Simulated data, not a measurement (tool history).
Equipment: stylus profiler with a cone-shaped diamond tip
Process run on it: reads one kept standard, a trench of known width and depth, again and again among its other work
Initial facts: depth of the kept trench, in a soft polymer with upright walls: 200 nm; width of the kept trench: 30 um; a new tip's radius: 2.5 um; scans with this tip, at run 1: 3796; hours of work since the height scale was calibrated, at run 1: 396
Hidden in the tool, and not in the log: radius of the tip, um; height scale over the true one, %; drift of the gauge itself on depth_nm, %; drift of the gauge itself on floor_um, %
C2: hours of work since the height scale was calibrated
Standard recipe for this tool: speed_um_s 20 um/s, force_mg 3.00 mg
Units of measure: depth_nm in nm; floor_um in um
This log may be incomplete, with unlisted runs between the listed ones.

Run 1, day 0.000: usual settings; scans with this tip 3796; C2 396. Result: depth_nm 202.03 nm, floor_um 27.75 um.
Run 2, day 0.654: usual settings; scans with this tip 3871; C2 404. Result: depth_nm 202.19 nm, floor_um 27.80 um.
Run 3, day 1.400: usual settings; scans with this tip 3957; C2 413. Result: depth_nm 202.14 nm, floor_um 27.76 um.
Run 4, day 2.067: usual settings but speed_um_s 11 um/s; scans with this tip 4034; C2 421. Result: depth_nm 202.33 nm, floor_um 27.78 um.
Run 5, day 2.850: usual settings but speed_um_s 11 um/s; scans with this tip 4125; C2 431. Result: depth_nm 202.12 nm, floor_um 27.78 um.
Run 6, day 3.933: usual settings but speed_um_s 11 um/s; scans with this tip 4250; C2 444. Result: depth_nm 202.40 nm, floor_um 27.68 um.
Run 7, day 4.854: usual settings but speed_um_s 11 um/s, force_mg 6.77 mg; scans with this tip 4356; C2 455. Result: depth_nm 203.92 nm, floor_um 27.73 um.
Run 8, day 6.229: usual settings but speed_um_s 11 um/s, force_mg 6.77 mg; scans with this tip 4515; C2 471. Result: depth_nm 203.59 nm, floor_um 27.71 um.
Run 9, day 6.896: usual settings but speed_um_s 11 um/s, force_mg 6.77 mg; scans with this tip 4592; C2 479. Result: depth_nm 203.57 nm, floor_um 27.76 um.
Run 10, day 7.933: usual settings but speed_um_s 11 um/s, force_mg 6.77 mg; scans with this tip 4712; C2 492. Result: depth_nm 203.80 nm, floor_um 27.74 um.
Run 11, day 9.500: usual settings but speed_um_s 11 um/s, force_mg 6.77 mg; scans with this tip 4893; C2 511. Result: depth_nm 203.77 nm, floor_um 27.71 um.
Run 12, day 10.521: usual settings; scans with this tip 5011; C2 523. Result: depth_nm 202.16 nm, floor_um 27.73 um.
Run 13, day 11.729: usual settings; scans with this tip 5150; C2 538. Result: depth_nm 202.36 nm, floor_um 27.68 um.
Run 14, day 13.200: usual settings; scans with this tip 5320; C2 555. Result: depth_nm 202.26 nm, floor_um 27.68 um.
Run 15, day 14.388: usual settings but force_mg 2.57 mg; scans with this tip 5457; C2 570. Result: depth_nm 202.10 nm, floor_um 27.71 um.
Run 16, day 15.854: usual settings but force_mg 2.57 mg; scans with this tip 5627; C2 587. Result: depth_nm 201.94 nm, floor_um 27.62 um.
Run 17, day 17.171: usual settings but force_mg 2.57 mg; scans with this tip 5779; C2 603. Result: depth_nm 202.04 nm, floor_um 27.71 um.
At day 17.296: height scale calibrated on a step standard.
Run 18, day 18.554: usual settings but force_mg 2.57 mg; scans with this tip 5936; C2 15. Result: depth_nm 202.15 nm, floor_um 27.63 um.
At day 19.562: height scale calibrated on a step standard, once more.
Run 19, day 20.104: usual settings but force_mg 2.57 mg; scans with this tip 6113; C2 7. Result: depth_nm 201.90 nm, floor_um 27.61 um.
Run 20, day 21.604: usual settings but speed_um_s 13 um/s, force_mg 1.01 mg; scans with this tip 6286; C2 25. Result: depth_nm 201.05 nm, floor_um 27.64 um.
Run 21, day 23.138: usual settings but speed_um_s 13 um/s, force_mg 2.14 mg; scans with this tip 6463; C2 43. Result: depth_nm 201.67 nm, floor_um 27.62 um.
Run 22, day 24.012: usual settings but speed_um_s 6 um/s, force_mg 2.85 mg; scans with this tip 6564; C2 54. Result: depth_nm 202.04 nm, floor_um 27.59 um.
Run 23, day 25.200: usual settings but speed_um_s 12 um/s, force_mg 5.04 mg; scans with this tip 6701; C2 68. Result: depth_nm 202.79 nm, floor_um 27.60 um.
Run 24, day 26.233: usual settings but speed_um_s 5 um/s, force_mg 1.33 mg; scans with this tip 6821; C2 80. Result: depth_nm 201.03 nm, floor_um 27.57 um.
Run 25, day 27.567: usual settings but speed_um_s 7 um/s, force_mg 8.24 mg; scans with this tip 6975; C2 96. Result: depth_nm 204.07 nm, floor_um 27.64 um.
Run 26, day 29.162: usual settings but speed_um_s 7 um/s, force_mg 8.24 mg; scans with this tip 7159; C2 116. Result: depth_nm 204.04 nm, floor_um 27.65 um.
Run 27, day 30.062: usual settings but force_mg 5.27 mg; scans with this tip 7263; C2 127. Result: depth_nm 203.09 nm, floor_um 27.62 um.
Run 28, day 30.779: usual settings but speed_um_s 54 um/s; scans with this tip 7346; C2 135. Result: depth_nm 202.01 nm, floor_um 27.53 um.
Run 29, day 31.892: usual settings but speed_um_s 18 um/s, force_mg 1.17 mg; scans with this tip 7474; C2 149. Result: depth_nm 201.00 nm, floor_um 27.53 um.
Run 30, day 32.996: usual settings but speed_um_s 18 um/s, force_mg 1.17 mg; scans with this tip 7602; C2 162. Result: depth_nm 201.10 nm, floor_um 27.54 um.
Run 31, day 34.121: usual settings but speed_um_s 52 um/s, force_mg 4.96 mg; scans with this tip 7732; C2 175. Result: depth_nm 202.88 nm, floor_um 27.47 um.
Run 32, day 35.092: usual settings but speed_um_s 26 um/s, force_mg 2.74 mg; scans with this tip 7844; C2 187. Result: depth_nm 201.89 nm, floor_um 27.54 um.
Run 33, day 35.921: usual settings but speed_um_s 26 um/s, force_mg 2.74 mg; scans with this tip 7940; C2 197. Result: depth_nm 201.99 nm, floor_um 27.49 um.
Run 34, day 37.496: usual settings but force_mg 7.18 mg; scans with this tip 8121; C2 216. Result: depth_nm 203.63 nm, floor_um 27.48 um.
Run 35, day 38.262: usual settings but speed_um_s 8 um/s, force_mg 1.09 mg; scans with this tip 8210; C2 225. Result: depth_nm 201.04 nm, floor_um 27.55 um.

For each run, the measured value with the value that run would have given without the tool's hidden condition subtracted. The run-to-run variation is shared by both, the gauge scatter possibly not:
run  depth_nm  floor_um
  1     +0.18     -0.25
  2     +0.19     -0.26
  3     +0.19     -0.25
  4     +0.19     -0.26
  5     +0.19     -0.27
  6     +0.20     -0.28
  7     +0.20     -0.29
  8     +0.20     -0.29
  9     +0.20     -0.29
 10     +0.21     -0.30
 11     +0.21     -0.31
 12     +0.21     -0.32
 13     +0.22     -0.33
 14     +0.23     -0.33
 15     +0.22     -0.34
 16     +0.23     -0.36
 17     +0.23     -0.36
 18     +0.29     -0.37
 19     -0.02     -0.38
 20     -0.02     -0.39
 21     -0.01     -0.41
 22     -0.01     -0.41
 23     -0.01     -0.41
 24     +0.00     -0.43
 25     +0.00     -0.43
 26     +0.01     -0.44
 27     +0.01     -0.44
 28     +0.02     -0.45
 29     +0.02     -0.46
 30     +0.02     -0.47
 31     +0.02     -0.47
 32     +0.03     -0.48
 33     +0.03     -0.49
 34     +0.03     -0.50
 35     +0.04     -0.50
